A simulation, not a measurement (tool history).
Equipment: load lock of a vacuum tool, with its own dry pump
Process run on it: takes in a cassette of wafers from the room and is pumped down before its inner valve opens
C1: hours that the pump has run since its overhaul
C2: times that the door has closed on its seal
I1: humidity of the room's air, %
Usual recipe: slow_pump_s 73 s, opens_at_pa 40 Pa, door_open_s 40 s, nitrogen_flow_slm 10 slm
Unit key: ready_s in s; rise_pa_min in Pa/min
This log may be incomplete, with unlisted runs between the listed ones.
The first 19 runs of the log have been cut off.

At hour 8291.1: door's seal changed, seat wiped.
Run 20, hour 8360.6: usual settings but door_open_s 59 s; C1 1276; C2 326; I1 47.4. Result: ready_s 91.7 s, rise_pa_min 0.036 Pa/min.
Run 21, hour 8686.8: usual settings but door_open_s 59 s; C1 1602; C2 1857; I1 46.5. Result: ready_s 91.5 s, rise_pa_min 0.036 Pa/min.
Run 22, hour 9250.7: usual settings but slow_pump_s 46 s, opens_at_pa 50 Pa, door_open_s 28 s, nitrogen_flow_slm 24 slm; C1 2166; C2 4504; I1 43.6. Result: ready_s 66.3 s, rise_pa_min 0.029 Pa/min.
Run 23, hour 9742.3: usual settings but slow_pump_s 46 s, opens_at_pa 34 Pa, door_open_s 28 s, nitrogen_flow_slm 7 slm; C1 2658; C2 6811; I1 45.6. Result: ready_s 67.5 s, rise_pa_min 0.05 Pa/min.
Run 24, hour 10085.3: usual settings but nitrogen_flow_slm 9 slm; C1 3001; C2 8421; I1 43.6. Result: ready_s 91.7 s, rise_pa_min 0.055 Pa/min.
Run 25, hour 10532.7: usual settings but door_open_s 31 s, nitrogen_flow_slm 9 slm; C1 3448; C2 10520; I1 42.5. Result: ready_s 91.9 s, rise_pa_min 0.062 Pa/min.
Run 26, hour 11060.9: usual settings but opens_at_pa 71 Pa; C1 3976; C2 12999; I1 43.8. Result: ready_s 90.1 s, rise_pa_min 0.072 Pa/min.
Run 27, hour 11433.3: usual settings but door_open_s 113 s; C1 4349; C2 14747; I1 42. Result: ready_s 91.9 s, rise_pa_min 0.106 Pa/min.
Run 28, hour 11982.5: usual settings but opens_at_pa 60 Pa; C1 4898; C2 17325; I1 46.4. Result: ready_s 90.8 s, rise_pa_min 0.106 Pa/min.
Run 29, hour 12414.3: usual settings but opens_at_pa 60 Pa; C1 5330; C2 19351; I1 46.6. Result: ready_s 90.6 s, rise_pa_min 0.12 Pa/min.
Run 30, hour 12717.6: usual settings but door_open_s 37 s, nitrogen_flow_slm 18 slm; C1 5633; C2 20774; I1 46.8. Result: ready_s 91.9 s, rise_pa_min 0.125 Pa/min.
Run 31, hour 13277.4: usual settings but slow_pump_s 63 s, door_open_s 122 s; C1 6193; C2 23402; I1 47.4. Result: ready_s 83.1 s, rise_pa_min 0.175 Pa/min.
Run 32, hour 13582.7: usual settings but door_open_s 73 s, nitrogen_flow_slm 23 slm; C1 6498; C2 24835; I1 46.9. Result: ready_s 91.5 s, rise_pa_min 0.161 Pa/min.
Run 33, hour 13926.6: usual settings but door_open_s 73 s, nitrogen_flow_slm 23 slm; C1 6842; C2 26448; I1 46.2. Result: ready_s 92 s, rise_pa_min 0.181 Pa/min.
Run 34, hour 14526: usual settings but door_open_s 72 s; C1 7442; C2 29262; I1 47.7. Result: ready_s 92.3 s, rise_pa_min 0.217 Pa/min.
Run 35, hour 14962.9: usual settings but door_open_s 72 s; C1 7878; C2 31312; I1 47.5. Result: ready_s 92.3 s, rise_pa_min 0.242 Pa/min.
Run 36, hour 15551.1: usual settings but opens_at_pa 44 Pa, door_open_s 26 s; C1 8467; C2 34073; I1 42.5. Result: ready_s 92.1 s, rise_pa_min 0.253 Pa/min.

Forecast each of these 3 alternatives for the next run:
Run A, hour 15925.4: usual settings but slow_pump_s 82 s, door_open_s 27 s; C1 8841; C2 35829; I1 45. Result: ready_s ?, rise_pa_min ?.
Run B, hour 15925.4: usual settings but opens_at_pa 66 Pa, nitrogen_flow_slm 5 slm; C1 8841; C2 35829; I1 45. Result: ready_s ?, rise_pa_min ?.
Run C, hour 15925.4: usual settings but slow_pump_s 129 s, opens_at_pa 54 Pa, nitrogen_flow_slm 4 slm; C1 8841; C2 35829; I1 47.3. Result: ready_s ?, rise_pa_min ?.

run  ready_s  rise_pa_min
  A    100.5        0.286
  B       91         0.29
  C    142.9        0.291
With no hidden state in the tool, these same runs would have given:
run  ready_s  rise_pa_min
  A     99.7        0.027
  B     90.3        0.032
  C    142.3        0.034

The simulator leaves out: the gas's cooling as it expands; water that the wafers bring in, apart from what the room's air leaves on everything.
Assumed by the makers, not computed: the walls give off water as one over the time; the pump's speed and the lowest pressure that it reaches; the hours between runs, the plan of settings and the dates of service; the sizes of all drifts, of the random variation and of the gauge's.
